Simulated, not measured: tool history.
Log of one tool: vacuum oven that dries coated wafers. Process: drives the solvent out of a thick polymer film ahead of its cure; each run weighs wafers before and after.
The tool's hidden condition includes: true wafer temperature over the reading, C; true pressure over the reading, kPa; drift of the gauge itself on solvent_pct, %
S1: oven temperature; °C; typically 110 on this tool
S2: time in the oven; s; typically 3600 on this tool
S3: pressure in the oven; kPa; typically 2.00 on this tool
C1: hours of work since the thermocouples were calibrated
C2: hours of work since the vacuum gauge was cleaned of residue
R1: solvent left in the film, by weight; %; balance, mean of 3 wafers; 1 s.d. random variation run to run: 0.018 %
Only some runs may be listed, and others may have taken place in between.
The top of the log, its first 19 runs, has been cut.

run	hour	S1	S2	S3	C1	C2	R1
20	386.9	110	2220	2.00	399	627	8.68
21	411.6	110	2220	2.00	413	641	8.67
22	436.3	110	3720	2.00	426	654	5.69
23	457.4	110	3540	2.00	438	666	5.95
24	485.8	110	3600	2.00	454	682	5.89
25	502.0	125	3600	4.64	463	691	3.81
26	523.7	125	3600	4.64	475	703	3.79
27	538.6	125	3600	4.64	484	711	3.80
28	561.6	100	4140	7.71	496	724	14.79
29	582.0	107	6240	7.71	508	736	10.36
30	602.7	106	3600	2.00	519	747	7.27
31	627.8	106	3600	2.00	533	761	7.25
32	655.9	121	3600	1.38	549	777	2.42
33	678.6	121	3600	1.38	562	790	2.41
34	699.7	111	4200	2.00	573	801	4.71
35	713.0	96	3300	2.00	581	809	11.41
36	737.4	116	6360	2.00	595	822	2.31
37	760.2	116	5880	3.03	607	835	3.32

Run 38 comes next. What will it give?
38	772.6	116	5880	3.03	614	842	?

{"run 38": {"R1": 3.34}}
Take away the tool's hidden state, keep the run-to-run variation as it was, and the same run would have given R1 3.31 %.
